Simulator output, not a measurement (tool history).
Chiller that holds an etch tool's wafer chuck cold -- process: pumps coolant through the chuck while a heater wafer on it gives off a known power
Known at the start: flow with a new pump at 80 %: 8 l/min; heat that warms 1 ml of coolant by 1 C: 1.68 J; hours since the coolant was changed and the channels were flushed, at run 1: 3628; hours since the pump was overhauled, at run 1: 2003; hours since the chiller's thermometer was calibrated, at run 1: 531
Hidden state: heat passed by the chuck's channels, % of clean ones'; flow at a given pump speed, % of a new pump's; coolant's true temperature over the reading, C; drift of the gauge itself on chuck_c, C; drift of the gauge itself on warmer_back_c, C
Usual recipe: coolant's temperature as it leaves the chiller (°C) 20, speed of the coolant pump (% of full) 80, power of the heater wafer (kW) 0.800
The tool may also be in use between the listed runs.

run	hour	coolant's temperature as it leaves the chiller (°C)	speed of the coolant pump (% of full)	power of the heater wafer (kW)	hours since the coolant was changed and the channels were flushed	hours since the pump was overhauled	hours since the chiller's thermometer was calibrated	chuck's temperature once it has settled (°C)	how much warmer the coolant comes back (C)
1	0.0	20	80	0.800	3628	2003	531	26.8	3.74
2	74.9	20	80	0.800	3702	2078	605	26.9	3.82
3	121.7	20	80	0.800	3749	2125	652	26.9	3.74
# hour 173.6: coolant changed, channels flushed
4	203.5	20	65	0.800	30	2201	728	27.8	4.64
5	253.9	20	80	0.800	80	2251	778	26.2	3.76
6	310.8	11	80	0.800	137	2308	835	17.3	3.71
7	389.0	15	80	0.800	215	2386	914	21.3	3.77
8	448.2	15	80	0.867	275	2445	973	21.9	4.10
9	528.5	15	80	0.867	355	2526	1053	21.9	4.13
10	608.4	15	80	0.867	435	2605	1133	21.8	4.20
11	663.6	15	80	0.867	490	2661	1188	22.0	4.13
12	708.4	15	80	0.867	535	2706	1233	21.9	4.15
13	780.3	20	80	0.631	607	2777	1305	24.9	3.00
14	818.0	20	80	0.631	644	2815	1343	25.0	2.99
15	888.6	20	80	0.631	715	2886	1413	24.7	3.01
16	929.4	20	80	0.631	756	2927	1454	24.9	3.06
17	984.7	20	80	0.884	811	2982	1509	26.9	4.26
18	1034.8	24	67	0.567	861	3032	1559	29.3	3.24
19	1111.9	15	68	0.471	938	3109	1637	19.2	2.66
20	1166.3	29	84	0.471	993	3163	1691	32.4	2.18
21	1205.7	12	81	0.800	1032	3203	1730	18.3	3.74
22	1274.2	22	80	0.849	1101	3271	1799	28.8	4.12
23	1349.9	20	93	1.040	1176	3347	1874	27.4	4.28
24	1417.5	21	93	0.925	1244	3415	1942	27.4	3.84
25	1459.1	20	80	0.835	1285	3456	1984	26.6	4.06
26	1532.4	20	80	0.835	1359	3530	2057	26.7	4.05
27	1604.6	20	64	0.835	1431	3602	2129	28.5	4.98
28	1662.5	19	95	0.944	1489	3660	2187	25.4	3.90
29	1718.0	28	62	0.572	1544	3715	2243	33.6	3.52
30	1761.5	28	62	0.572	1588	3759	2286	33.6	3.52
31	1805.3	13	62	0.962	1632	3802	2330	22.9	5.96

Predict each of these 5 candidate next runs independently; none follows another, all start after run 31:
A	1861.9	20	80	0.633	1688	3859	2387	?	?
B	1861.9	20	76	0.682	1688	3859	2387	?	?
C	1861.9	15	80	0.800	1688	3859	2387	?	?
D	1861.9	19	62	0.962	1688	3859	2387	?	?
E	1861.9	12	75	0.570	1688	3859	2387	?	?

run	chuck's temperature once it has settled (°C)	how much warmer the coolant comes back (C)
A	25.0	3.10
B	25.6	3.51
C	21.3	3.88
D	29.1	5.93
E	16.9	2.97
Stripped of hidden state, with their random variation kept, the same runs would have yielded:
run	chuck's temperature once it has settled (°C)	how much warmer the coolant comes back (C)
A	25.0	2.86
B	25.5	3.23
C	21.1	3.58
D	28.6	5.47
E	16.9	2.74

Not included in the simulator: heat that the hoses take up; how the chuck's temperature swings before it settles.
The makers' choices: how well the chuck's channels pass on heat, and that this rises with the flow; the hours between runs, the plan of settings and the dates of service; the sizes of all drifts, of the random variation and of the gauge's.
